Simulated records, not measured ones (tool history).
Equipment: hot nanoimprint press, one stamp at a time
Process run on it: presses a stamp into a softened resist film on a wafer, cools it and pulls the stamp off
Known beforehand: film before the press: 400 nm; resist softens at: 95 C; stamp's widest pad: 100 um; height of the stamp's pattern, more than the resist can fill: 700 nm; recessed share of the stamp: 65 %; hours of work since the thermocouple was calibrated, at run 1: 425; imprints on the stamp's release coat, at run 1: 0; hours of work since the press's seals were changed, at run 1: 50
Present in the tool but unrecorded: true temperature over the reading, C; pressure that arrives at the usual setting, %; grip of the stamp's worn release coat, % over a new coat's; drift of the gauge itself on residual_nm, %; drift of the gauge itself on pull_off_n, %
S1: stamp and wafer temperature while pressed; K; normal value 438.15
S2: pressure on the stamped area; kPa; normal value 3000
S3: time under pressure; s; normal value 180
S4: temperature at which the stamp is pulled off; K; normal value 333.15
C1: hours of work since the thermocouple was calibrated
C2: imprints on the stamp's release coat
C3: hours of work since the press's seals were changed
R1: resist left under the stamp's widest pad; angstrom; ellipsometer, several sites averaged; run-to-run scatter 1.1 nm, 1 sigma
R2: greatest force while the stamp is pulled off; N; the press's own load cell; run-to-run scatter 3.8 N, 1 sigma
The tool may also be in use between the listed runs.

{"run": 1, "hour": 0.0, "S1": 438.15, "S2": 3000, "S3": 180, "S4": 333.15, "C1": 425, "C2": 0, "C3": 50, "R1": 1798, "R2": 192}
{"run": 2, "hour": 63.9, "S1": 438.15, "S2": 3000, "S3": 180, "S4": 333.15, "C1": 475, "C2": 313, "C3": 101, "R1": 1819, "R2": 225}
{"hour": 72.2, "done": "plate thermocouple calibrated"}
{"run": 3, "hour": 119.2, "S1": 438.15, "S2": 3000, "S3": 180, "S4": 333.15, "C1": 37, "C2": 570, "C3": 142, "R1": 1720, "R2": 234}
{"run": 4, "hour": 169.1, "S1": 438.15, "S2": 3000, "S3": 180, "S4": 333.15, "C1": 77, "C2": 815, "C3": 182, "R1": 1713, "R2": 262}
{"run": 5, "hour": 213.8, "S1": 438.15, "S2": 3000, "S3": 180, "S4": 321.15, "C1": 112, "C2": 1034, "C3": 217, "R1": 1732, "R2": 369}
{"run": 6, "hour": 254.0, "S1": 443.15, "S2": 3000, "S3": 180, "S4": 333.15, "C1": 144, "C2": 1231, "C3": 249, "R1": 1300, "R2": 300}
{"run": 7, "hour": 317.0, "S1": 438.15, "S2": 3000, "S3": 180, "S4": 333.15, "C1": 194, "C2": 1540, "C3": 299, "R1": 1739, "R2": 340}
{"hour": 351.3, "done": "stamp cleaned and given a new release coat"}
{"run": 8, "hour": 393.3, "S1": 438.15, "S2": 3000, "S3": 180, "S4": 333.15, "C1": 249, "C2": 206, "C3": 354, "R1": 1766, "R2": 211}
{"run": 9, "hour": 459.6, "S1": 438.15, "S2": 3000, "S3": 180, "S4": 333.15, "C1": 301, "C2": 532, "C3": 406, "R1": 1772, "R2": 240}
{"run": 10, "hour": 524.7, "S1": 438.15, "S2": 3000, "S3": 180, "S4": 340.15, "C1": 353, "C2": 851, "C3": 458, "R1": 1794, "R2": 226}
{"run": 11, "hour": 560.8, "S1": 438.15, "S2": 3000, "S3": 180, "S4": 340.15, "C1": 381, "C2": 1028, "C3": 486, "R1": 1766, "R2": 231}
{"run": 12, "hour": 620.3, "S1": 438.15, "S2": 3000, "S3": 180, "S4": 340.15, "C1": 429, "C2": 1320, "C3": 534, "R1": 1841, "R2": 266}
{"hour": 688.2, "done": "plate thermocouple calibrated"}
{"hour": 700.9, "done": "stamp cleaned and given a new release coat"}
{"run": 13, "hour": 702.9, "S1": 438.15, "S2": 3000, "S3": 180, "S4": 340.15, "C1": 7, "C2": 10, "C3": 592, "R1": 1740, "R2": 152}
{"run": 14, "hour": 746.7, "S1": 438.15, "S2": 3520, "S3": 180, "S4": 340.15, "C1": 41, "C2": 225, "C3": 626, "R1": 1638, "R2": 177}
{"run": 15, "hour": 806.5, "S1": 438.15, "S2": 3520, "S3": 180, "S4": 340.15, "C1": 89, "C2": 519, "C3": 674, "R1": 1643, "R2": 193}
{"run": 16, "hour": 841.5, "S1": 431.15, "S2": 3520, "S3": 180, "S4": 340.15, "C1": 116, "C2": 690, "C3": 701, "R1": 2445, "R2": 203}
{"run": 17, "hour": 892.9, "S1": 431.15, "S2": 3520, "S3": 180, "S4": 340.15, "C1": 157, "C2": 942, "C3": 742, "R1": 2462, "R2": 217}
{"hour": 924.0, "done": "press's hydraulic seals changed and the load cell set to zero"}
{"run": 18, "hour": 941.1, "S1": 438.15, "S2": 1830, "S3": 180, "S4": 333.15, "C1": 189, "C2": 1139, "C3": 14, "R1": 2105, "R2": 292}
{"run": 19, "hour": 971.6, "S1": 438.15, "S2": 1830, "S3": 180, "S4": 333.15, "C1": 213, "C2": 1289, "C3": 38, "R1": 2110, "R2": 303}
{"run": 20, "hour": 1008.6, "S1": 438.15, "S2": 1830, "S3": 180, "S4": 333.15, "C1": 242, "C2": 1470, "C3": 67, "R1": 2160, "R2": 331}
{"hour": 1057.1, "done": "stamp cleaned and given a new release coat"}
{"run": 21, "hour": 1076.5, "S1": 441.15, "S2": 2420, "S3": 180, "S4": 333.15, "C1": 291, "C2": 95, "C3": 116, "R1": 1623, "R2": 201}
{"run": 22, "hour": 1144.5, "S1": 450.15, "S2": 2420, "S3": 180, "S4": 322.15, "C1": 345, "C2": 428, "C3": 170, "R1": 986, "R2": 293}
{"run": 23, "hour": 1204.3, "S1": 432.15, "S2": 2620, "S3": 180, "S4": 323.15, "C1": 392, "C2": 721, "C3": 217, "R1": 2557, "R2": 313}
{"run": 24, "hour": 1245.8, "S1": 427.15, "S2": 2710, "S3": 180, "S4": 323.15, "C1": 425, "C2": 925, "C3": 250, "R1": 3096, "R2": 343}
{"run": 25, "hour": 1298.1, "S1": 433.15, "S2": 3000, "S3": 180, "S4": 333.15, "C1": 466, "C2": 1181, "C3": 291, "R1": 2330, "R2": 307}
{"hour": 1319.2, "done": "plate thermocouple calibrated"}
{"run": 26, "hour": 1367.7, "S1": 450.15, "S2": 2350, "S3": 180, "S4": 322.15, "C1": 38, "C2": 1508, "C3": 344, "R1": 973, "R2": 427}
{"hour": 1405.4, "done": "stamp cleaned and given a new release coat"}
{"run": 27, "hour": 1405.4, "S1": 440.15, "S2": 2350, "S3": 180, "S4": 341.15, "C1": 63, "C2": 0, "C3": 369, "R1": 1704, "R2": 148}
{"run": 28, "hour": 1450.9, "S1": 447.15, "S2": 3000, "S3": 180, "S4": 332.15, "C1": 99, "C2": 224, "C3": 405, "R1": 1031, "R2": 209}
{"run": 29, "hour": 1498.4, "S1": 447.15, "S2": 3000, "S3": 180, "S4": 332.15, "C1": 137, "C2": 457, "C3": 442, "R1": 1019, "R2": 236}

Below are 5 alternative next runs, each starting from the tool's condition after run 29. Predict each:
{"run": "A", "hour": 1541.0, "S1": 427.15, "S2": 3000, "S3": 346, "S4": 332.15, "C1": 171, "C2": 665, "C3": 476, "R1": "?", "R2": "?"}
{"run": "B", "hour": 1541.0, "S1": 444.15, "S2": 1940, "S3": 180, "S4": 336.15, "C1": 171, "C2": 665, "C3": 476, "R1": "?", "R2": "?"}
{"run": "C", "hour": 1541.0, "S1": 438.15, "S2": 2040, "S3": 125, "S4": 333.15, "C1": 171, "C2": 665, "C3": 476, "R1": "?", "R2": "?"}
{"run": "D", "hour": 1541.0, "S1": 447.15, "S2": 3110, "S3": 180, "S4": 332.15, "C1": 171, "C2": 665, "C3": 476, "R1": "?", "R2": "?"}
{"run": "E", "hour": 1541.0, "S1": 431.15, "S2": 2080, "S3": 180, "S4": 333.15, "C1": 171, "C2": 665, "C3": 476, "R1": "?", "R2": "?"}

run=A R1=2502 R2=248
run=B R1=1490 R2=228
run=C R1=2307 R2=251
run=D R1=1027 R2=248
run=E R1=2806 R2=238
Take away the tool's hidden state, keep each run's random variation, and the runs would have read:
run=A R1=2435 R2=186
run=B R1=1451 R2=171
run=C R1=2256 R2=189
run=D R1=991 R2=186
run=E R1=2755 R2=179
